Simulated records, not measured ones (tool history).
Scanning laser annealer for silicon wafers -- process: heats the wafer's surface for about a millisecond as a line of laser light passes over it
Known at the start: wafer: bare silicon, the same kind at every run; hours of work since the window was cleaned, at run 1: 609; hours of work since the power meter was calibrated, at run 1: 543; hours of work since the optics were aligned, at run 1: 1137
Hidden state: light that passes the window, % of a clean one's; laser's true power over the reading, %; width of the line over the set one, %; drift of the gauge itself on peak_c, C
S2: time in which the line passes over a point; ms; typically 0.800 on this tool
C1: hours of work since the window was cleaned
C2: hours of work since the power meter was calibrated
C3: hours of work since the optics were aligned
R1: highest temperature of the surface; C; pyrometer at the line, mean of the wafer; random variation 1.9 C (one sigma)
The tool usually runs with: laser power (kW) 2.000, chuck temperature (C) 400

{"run": 1, "hour": 0.0, "laser power (kW)": 2.0, "S2": 0.8, "chuck temperature (C)": 400, "C1": 609, "C2": 543, "C3": 1137, "R1": 1204}
{"run": 2, "hour": 38.1, "laser power (kW)": 2.0, "S2": 0.728, "chuck temperature (C)": 400, "C1": 631, "C2": 565, "C3": 1159, "R1": 1162}
{"run": 3, "hour": 56.9, "laser power (kW)": 2.0, "S2": 0.763, "chuck temperature (C)": 400, "C1": 642, "C2": 576, "C3": 1170, "R1": 1184}
{"run": 4, "hour": 80.4, "laser power (kW)": 2.0, "S2": 0.763, "chuck temperature (C)": 400, "C1": 655, "C2": 589, "C3": 1184, "R1": 1185}
{"run": 5, "hour": 122.1, "laser power (kW)": 1.81, "S2": 0.763, "chuck temperature (C)": 400, "C1": 680, "C2": 613, "C3": 1208, "R1": 1103}
{"run": 6, "hour": 151.5, "laser power (kW)": 1.81, "S2": 0.763, "chuck temperature (C)": 380, "C1": 697, "C2": 630, "C3": 1225, "R1": 1085}
{"run": 7, "hour": 186.6, "laser power (kW)": 2.0, "S2": 0.8, "chuck temperature (C)": 400, "C1": 717, "C2": 651, "C3": 1245, "R1": 1210}
{"run": 8, "hour": 216.6, "laser power (kW)": 2.0, "S2": 0.8, "chuck temperature (C)": 400, "C1": 734, "C2": 668, "C3": 1263, "R1": 1209}
{"run": 9, "hour": 243.5, "laser power (kW)": 2.0, "S2": 0.8, "chuck temperature (C)": 400, "C1": 750, "C2": 684, "C3": 1278, "R1": 1207}
{"run": 10, "hour": 263.1, "laser power (kW)": 2.0, "S2": 0.918, "chuck temperature (C)": 400, "C1": 761, "C2": 695, "C3": 1290, "R1": 1273}
{"run": 11, "hour": 299.7, "laser power (kW)": 2.0, "S2": 0.8, "chuck temperature (C)": 400, "C1": 782, "C2": 716, "C3": 1311, "R1": 1207}
{"run": 12, "hour": 338.9, "laser power (kW)": 2.0, "S2": 0.8, "chuck temperature (C)": 400, "C1": 805, "C2": 739, "C3": 1333, "R1": 1210}
{"run": 13, "hour": 367.0, "laser power (kW)": 2.057, "S2": 0.912, "chuck temperature (C)": 400, "C1": 821, "C2": 755, "C3": 1350, "R1": 1296}
{"hour": 391.9, "done": "window over the wafer cleaned"}
{"run": 14, "hour": 404.5, "laser power (kW)": 2.064, "S2": 0.8, "chuck temperature (C)": 366, "C1": 7, "C2": 776, "C3": 1370, "R1": 1206}
{"run": 15, "hour": 437.0, "laser power (kW)": 1.713, "S2": 0.851, "chuck temperature (C)": 370, "C1": 26, "C2": 794, "C3": 1389, "R1": 1073}
{"run": 16, "hour": 464.4, "laser power (kW)": 1.713, "S2": 0.851, "chuck temperature (C)": 370, "C1": 42, "C2": 810, "C3": 1405, "R1": 1071}
{"run": 17, "hour": 506.2, "laser power (kW)": 2.079, "S2": 0.72, "chuck temperature (C)": 411, "C1": 66, "C2": 834, "C3": 1429, "R1": 1207}
{"run": 18, "hour": 537.3, "laser power (kW)": 2.072, "S2": 0.979, "chuck temperature (C)": 418, "C1": 84, "C2": 852, "C3": 1447, "R1": 1360}
{"run": 19, "hour": 575.3, "laser power (kW)": 2.0, "S2": 0.8, "chuck temperature (C)": 395, "C1": 106, "C2": 874, "C3": 1469, "R1": 1203}
{"run": 20, "hour": 605.5, "laser power (kW)": 1.817, "S2": 0.8, "chuck temperature (C)": 413, "C1": 123, "C2": 892, "C3": 1486, "R1": 1141}
{"run": 21, "hour": 640.8, "laser power (kW)": 2.009, "S2": 0.835, "chuck temperature (C)": 394, "C1": 144, "C2": 912, "C3": 1507, "R1": 1228}
{"hour": 654.8, "done": "optics aligned, line set to its width"}
{"run": 22, "hour": 664.9, "laser power (kW)": 2.054, "S2": 0.776, "chuck temperature (C)": 377, "C1": 155, "C2": 923, "C3": 6, "R1": 1196}
{"run": 23, "hour": 693.8, "laser power (kW)": 2.054, "S2": 0.776, "chuck temperature (C)": 377, "C1": 172, "C2": 940, "C3": 23, "R1": 1196}

Across each entry between runs, compare the hidden state at the last listed run before it with the hidden state at the first listed run after it:
Between runs 13 and 14: window over the wafer cleaned (hour 391.9)
  light that passes the window, % of a clean one's: 99.92 -> 99.99
Between runs 21 and 22: optics aligned, line set to its width (hour 654.8)
  width of the line over the set one, %: 0.03 -> 0
